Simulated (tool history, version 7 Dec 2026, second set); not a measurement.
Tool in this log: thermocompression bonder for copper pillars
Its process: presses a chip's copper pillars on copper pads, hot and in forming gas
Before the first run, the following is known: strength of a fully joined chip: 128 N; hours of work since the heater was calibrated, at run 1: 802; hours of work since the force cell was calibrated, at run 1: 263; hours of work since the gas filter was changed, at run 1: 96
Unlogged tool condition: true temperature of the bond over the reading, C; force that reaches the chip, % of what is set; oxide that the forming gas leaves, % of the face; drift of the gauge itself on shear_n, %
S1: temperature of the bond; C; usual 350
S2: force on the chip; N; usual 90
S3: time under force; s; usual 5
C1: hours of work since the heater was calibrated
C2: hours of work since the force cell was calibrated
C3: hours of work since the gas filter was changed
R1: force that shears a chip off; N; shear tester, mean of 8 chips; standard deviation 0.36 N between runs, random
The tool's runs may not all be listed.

Run 1, day 0: usual settings; C1 802; C2 263; C3 96. Result: R1 50.5 N.
Run 2, day 0.8: usual settings; C1 815; C2 277; C3 110. Result: R1 50.2 N.
Run 3, day 1.779: usual settings; C1 832; C2 293; C3 126. Result: R1 49.7 N.
Run 4, day 2.429: usual settings; C1 843; C2 305; C3 138. Result: R1 49.7 N.
Run 5, day 2.896: usual settings; C1 851; C2 313; C3 146. Result: R1 48.5 N.
Run 6, day 3.442: usual settings; C1 861; C2 322; C3 155. Result: R1 49.1 N.
Run 7, day 4.308: usual settings; C1 876; C2 337; C3 170. Result: R1 49.2 N.
Run 8, day 5.242: usual settings; C1 892; C2 353; C3 186. Result: R1 49.1 N.
Run 9, day 5.704: usual settings; C1 900; C2 361; C3 194. Result: R1 48.5 N.
Run 10, day 6.171: usual settings; C1 908; C2 369; C3 202. Result: R1 48.5 N.
Run 11, day 6.896: usual settings; C1 920; C2 382; C3 215. Result: R1 48.3 N.
Run 12, day 7.75: usual settings but S1 340 C, S2 99 N, S3 14 s; C1 935; C2 396; C3 229. Result: R1 67.6 N.
Run 13, day 8.704: usual settings but S1 340 C, S2 99 N, S3 14 s; C1 951; C2 413; C3 246. Result: R1 66.2 N.
Run 14, day 9.262: usual settings but S2 55 N; C1 961; C2 422; C3 255. Result: R1 35.6 N.
Run 15, day 9.775: usual settings but S1 352 C, S2 81 N, S3 14 s; C1 970; C2 431; C3 264. Result: R1 66.5 N.
Run 16, day 10.65: usual settings but S1 360 C, S2 114 N, S3 11 s; C1 985; C2 446; C3 279. Result: R1 76.1 N.
Run 17, day 11.129: usual settings but S1 367 C, S2 114 N, S3 4 s; C1 993; C2 454; C3 287. Result: R1 57.9 N.
Run 18, day 12.142: usual settings but S1 367 C, S2 114 N, S3 4 s; C1 1010; C2 472; C3 305. Result: R1 57.6 N.
At day 12.333: forming gas filter changed.
Run 19, day 12.675: usual settings but S1 337 C, S2 130 N; C1 1019; C2 481; C3 6. Result: R1 54.2 N.
Run 20, day 13.358: usual settings but S1 334 C, S2 104 N, S3 3 s; C1 1031; C2 492; C3 18. Result: R1 37 N.
Run 21, day 14.321: usual settings but S1 373 C, S2 117 N, S3 3 s; C1 1048; C2 509; C3 34. Result: R1 59.5 N.
Run 22, day 15.333: usual settings but S1 330 C, S2 58 N, S3 12 s; C1 1065; C2 526; C3 52. Result: R1 44 N.

Entry by entry between the runs, the difference in hidden state between the last listed run before and the first listed run after:
Between runs 18 and 19: forming gas filter changed (day 12.333)
  oxide that the forming gas leaves, % of the face: 6.8 -> 0.69
  measured value less the no-hidden-state value, R1: -8.1 -> -4.4 N
